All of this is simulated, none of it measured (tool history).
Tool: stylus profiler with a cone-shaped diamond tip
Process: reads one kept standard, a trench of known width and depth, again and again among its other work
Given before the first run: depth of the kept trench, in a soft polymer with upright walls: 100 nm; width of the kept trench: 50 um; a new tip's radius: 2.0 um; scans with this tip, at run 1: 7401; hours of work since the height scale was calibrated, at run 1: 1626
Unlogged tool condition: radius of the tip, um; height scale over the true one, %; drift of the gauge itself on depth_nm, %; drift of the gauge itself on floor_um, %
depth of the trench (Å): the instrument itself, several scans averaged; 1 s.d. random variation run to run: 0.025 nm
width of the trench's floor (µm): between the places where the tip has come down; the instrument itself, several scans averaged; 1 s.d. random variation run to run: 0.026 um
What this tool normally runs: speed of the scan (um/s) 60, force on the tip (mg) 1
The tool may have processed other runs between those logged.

run	hour	speed of the scan (um/s)	force on the tip (mg)	scans with this tip	hours of work since the height scale was calibrated	depth of the trench (Å)	width of the trench's floor (µm)
1	0	60	1	7401	1626	1011.6	48.42
2	41.1	60	0.42	7543	1657	1007.8	48.31
3	88.4	60	1	7705	1693	1011.4	48.4
4	123.6	110	1	7826	1720	1011.1	48.3
5	171.1	110	1	7989	1756	1011.5	48.22
6	213	110	1	8133	1787	1011.3	48.22
7	275.9	110	1	8349	1835	1011.6	48.29
8	323.3	110	1	8512	1870	1012.1	48.25
9	353.3	29	1	8615	1893	1011.7	48.45
10	396.5	60	1	8763	1926	1011.8	48.41
11	455.2	60	0.35	8965	1970	1007.9	48.27
12	508	60	0.43	9147	2010	1008.4	48.3
13	547.8	60	0.43	9283	2040	1008.1	48.28
14	589.2	60	1	9425	2071	1012.5	48.34
15	641.6	60	1.93	9605	2111	1017.3	48.42
16	700	60	1.93	9806	2155	1017.5	48.48
17	743.1	60	1.93	9954	2187	1017.1	48.43
18	781.1	60	2.07	10085	2216	1017.8	48.4
19	820.6	60	2.07	10220	2246	1018.5	48.39
20	860.4	60	1	10357	2276	1012.4	48.42
21	909	60	1	10524	2313	1013	48.34
22	947.1	60	1	10655	2341	1012.9	48.39
23	982.6	60	1.32	10777	2368	1015.1	48.34
# hour 1010.6: height scale calibrated on a step standard
24	1045.7	34	1.24	10992	27	1010.2	48.37
25	1084.1	20	0.39	11124	55	1005	48.42
26	1138.3	20	0.39	11310	96	1005.1	48.43
27	1179.8	19	1.1	11453	128	1009.6	48.44
28	1218.4	45	0.56	11585	157	1006.2	48.37
29	1264	54	1.58	11742	191	1012.4	48.38
30	1312.2	54	0.63	11907	228	1007.1	48.34
31	1344.3	54	0.63	12018	252	1007.1	48.31
32	1379.2	160	0.74	12138	278	1007.9	47.97
33	1413.3	231	0.95	12255	304	1008.9	47.79
34	1464.1	47	1.37	12429	342	1011.7	48.41
35	1516.6	47	1.37	12610	382	1011.7	48.37
36	1573.4	47	0.95	12805	425	1009.6	48.37
37	1634.3	194	0.64	13014	471	1007.5	47.78
38	1670.7	146	0.66	13139	498	1007.3	47.98
39	1705.6	60	2.7	13259	525	1018.4	48.36
40	1741.4	24	1.44	13382	552	1012.4	48.46
41	1774.7	24	1.44	13496	577	1012.3	48.43
42	1816.1	50	0.89	13639	608	1009.8	48.29
43	1858.9	16	2.36	13786	640	1017	48.5
44	1916.4	16	2.36	13983	684	1017	48.43
45	1946.6	123	1.6	14087	707	1013.4	48.18
46	1987.3	19	0.38	14227	737	1005.8	48.32

3 ways to go on from here, each from the tool as it stands after run 46. What would each give?
A	2024	26	0.64	14353	765	?	?
B	2024	112	2.65	14353	765	?	?
C	2024	134	1.36	14353	765	?	?

run	depth of the trench (Å)	width of the trench's floor (µm)
A	1007.7	48.38
B	1018.8	48.26
C	1012.5	48.14
Without the tool's unlogged condition, the same runs would have read:
run	depth of the trench (Å)	width of the trench's floor (µm)
A	1006.3	48.67
B	1017.3	48.55
C	1011	48.43

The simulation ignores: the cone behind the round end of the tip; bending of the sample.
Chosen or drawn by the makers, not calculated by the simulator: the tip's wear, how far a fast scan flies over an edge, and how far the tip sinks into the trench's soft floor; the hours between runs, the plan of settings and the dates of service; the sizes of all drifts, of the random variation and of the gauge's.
